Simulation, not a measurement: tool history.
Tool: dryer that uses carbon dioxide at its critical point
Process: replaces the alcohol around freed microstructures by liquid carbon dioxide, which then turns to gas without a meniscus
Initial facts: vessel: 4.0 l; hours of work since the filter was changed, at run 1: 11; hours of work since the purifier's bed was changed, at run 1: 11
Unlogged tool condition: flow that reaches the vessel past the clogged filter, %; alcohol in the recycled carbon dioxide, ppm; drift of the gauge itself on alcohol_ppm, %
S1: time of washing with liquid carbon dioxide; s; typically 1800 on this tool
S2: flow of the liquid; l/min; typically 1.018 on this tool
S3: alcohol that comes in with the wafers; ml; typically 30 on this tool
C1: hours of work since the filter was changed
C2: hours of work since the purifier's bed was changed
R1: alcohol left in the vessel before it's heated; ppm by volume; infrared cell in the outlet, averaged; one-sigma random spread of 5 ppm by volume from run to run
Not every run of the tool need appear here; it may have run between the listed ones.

{"run": 1, "day": 0.0, "S1": 1800, "S2": 1.018, "S3": 30, "C1": 11, "C2": 11, "R1": 15}
{"run": 2, "day": 1.192, "S1": 1800, "S2": 1.018, "S3": 30, "C1": 29, "C2": 29, "R1": 19}
{"run": 3, "day": 2.733, "S1": 1800, "S2": 1.018, "S3": 30, "C1": 52, "C2": 52, "R1": 35}
{"run": 4, "day": 4.45, "S1": 1800, "S2": 1.018, "S3": 30, "C1": 77, "C2": 77, "R1": 35}
{"run": 5, "day": 6.104, "S1": 1800, "S2": 1.018, "S3": 73, "C1": 102, "C2": 102, "R1": 51}
{"run": 6, "day": 8.596, "S1": 2880, "S2": 1.018, "S3": 30, "C1": 139, "C2": 139, "R1": 20}
{"day": 9.529, "done": "inlet filter changed"}
{"run": 7, "day": 10.275, "S1": 2880, "S2": 1.018, "S3": 30, "C1": 11, "C2": 164, "R1": 28}
{"run": 8, "day": 11.612, "S1": 2880, "S2": 1.018, "S3": 30, "C1": 31, "C2": 184, "R1": 29}
{"run": 9, "day": 12.933, "S1": 1800, "S2": 1.018, "S3": 36, "C1": 51, "C2": 203, "R1": 46}
{"run": 10, "day": 14.108, "S1": 1800, "S2": 0.86, "S3": 30, "C1": 69, "C2": 221, "R1": 66}
{"run": 11, "day": 15.888, "S1": 1800, "S2": 0.86, "S3": 30, "C1": 95, "C2": 248, "R1": 74}
{"run": 12, "day": 16.954, "S1": 1800, "S2": 0.86, "S3": 30, "C1": 111, "C2": 264, "R1": 72}
{"run": 13, "day": 18.525, "S1": 1800, "S2": 1.018, "S3": 30, "C1": 134, "C2": 287, "R1": 49}
{"day": 19.696, "done": "inlet filter changed"}
{"run": 14, "day": 20.125, "S1": 1800, "S2": 1.018, "S3": 30, "C1": 6, "C2": 310, "R1": 52}
{"run": 15, "day": 22.354, "S1": 1800, "S2": 0.8, "S3": 30, "C1": 40, "C2": 344, "R1": 98}
{"run": 16, "day": 23.429, "S1": 1800, "S2": 0.8, "S3": 30, "C1": 56, "C2": 360, "R1": 102}
{"run": 17, "day": 25.271, "S1": 1800, "S2": 0.8, "S3": 30, "C1": 83, "C2": 387, "R1": 106}
{"run": 18, "day": 26.821, "S1": 1800, "S2": 0.8, "S3": 30, "C1": 107, "C2": 410, "R1": 109}
{"run": 19, "day": 28.6, "S1": 1800, "S2": 0.8, "S3": 30, "C1": 133, "C2": 437, "R1": 114}
{"day": 29.862, "done": "inlet filter changed"}
{"run": 20, "day": 30.358, "S1": 1800, "S2": 0.9, "S3": 74, "C1": 7, "C2": 463, "R1": 123}
{"run": 21, "day": 32.592, "S1": 2700, "S2": 1.57, "S3": 30, "C1": 41, "C2": 496, "R1": 69}
{"run": 22, "day": 33.746, "S1": 2460, "S2": 1.4, "S3": 30, "C1": 58, "C2": 513, "R1": 73}
{"run": 23, "day": 35.171, "S1": 2100, "S2": 1.4, "S3": 57, "C1": 79, "C2": 535, "R1": 75}
{"run": 24, "day": 37.583, "S1": 1380, "S2": 0.65, "S3": 34, "C1": 115, "C2": 571, "R1": 464}
{"day": 40.017, "done": "inlet filter changed"}
{"run": 25, "day": 40.125, "S1": 1920, "S2": 0.69, "S3": 22, "C1": 2, "C2": 608, "R1": 126}
{"run": 26, "day": 41.725, "S1": 2880, "S2": 1.64, "S3": 30, "C1": 26, "C2": 632, "R1": 81}
{"run": 27, "day": 44.121, "S1": 2520, "S2": 1.29, "S3": 69, "C1": 61, "C2": 668, "R1": 78}
{"run": 28, "day": 45.738, "S1": 2520, "S2": 1.29, "S3": 69, "C1": 86, "C2": 692, "R1": 91}
{"day": 46.812, "done": "purifier's bed changed"}
{"run": 29, "day": 47.754, "S1": 2520, "S2": 1.29, "S3": 69, "C1": 114, "C2": 14, "R1": 9}
{"run": 30, "day": 48.825, "S1": 1140, "S2": 1.018, "S3": 114, "C1": 130, "C2": 30, "R1": 581}
{"day": 50.442, "done": "inlet filter changed"}
{"run": 31, "day": 50.767, "S1": 2040, "S2": 1.018, "S3": 30, "C1": 5, "C2": 58, "R1": 19}
{"run": 32, "day": 53.396, "S1": 1800, "S2": 0.96, "S3": 30, "C1": 44, "C2": 98, "R1": 21}
{"run": 33, "day": 55.138, "S1": 1320, "S2": 1.02, "S3": 30, "C1": 70, "C2": 124, "R1": 95}
{"run": 34, "day": 57.575, "S1": 1320, "S2": 1.02, "S3": 30, "C1": 107, "C2": 160, "R1": 105}
{"run": 35, "day": 59.846, "S1": 1620, "S2": 0.71, "S3": 30, "C1": 141, "C2": 194, "R1": 187}
{"day": 60.625, "done": "inlet filter changed"}
{"run": 36, "day": 61.492, "S1": 1620, "S2": 1.07, "S3": 116, "C1": 13, "C2": 218, "R1": 96}
{"run": 37, "day": 63.888, "S1": 1620, "S2": 1.39, "S3": 30, "C1": 49, "C2": 254, "R1": 49}
{"run": 38, "day": 65.729, "S1": 1620, "S2": 1.39, "S3": 30, "C1": 76, "C2": 281, "R1": 55}

Each row is a separate what-if for the run after 38, all from the same tool condition, not one after another. Results?
{"run": "A", "day": 67.575, "S1": 2820, "S2": 1.39, "S3": 30, "C1": 104, "C2": 309, "R1": "?"}
{"run": "B", "day": 67.575, "S1": 1560, "S2": 1.17, "S3": 30, "C1": 104, "C2": 309, "R1": "?"}
{"run": "C", "day": 67.575, "S1": 1320, "S2": 0.82, "S3": 90, "C1": 104, "C2": 309, "R1": "?"}
{"run": "D", "day": 67.575, "S1": 1140, "S2": 1.16, "S3": 30, "C1": 104, "C2": 309, "R1": "?"}
{"run": "E", "day": 67.575, "S1": 2580, "S2": 1.018, "S3": 30, "C1": 104, "C2": 309, "R1": "?"}

run=A R1=48
run=B R1=54
run=C R1=572
run=D R1=129
run=E R1=54
Without the tool's hidden state the same runs would have given:
run=A R1=8
run=B R1=10
run=C R1=406
run=D R1=64
run=E R1=13

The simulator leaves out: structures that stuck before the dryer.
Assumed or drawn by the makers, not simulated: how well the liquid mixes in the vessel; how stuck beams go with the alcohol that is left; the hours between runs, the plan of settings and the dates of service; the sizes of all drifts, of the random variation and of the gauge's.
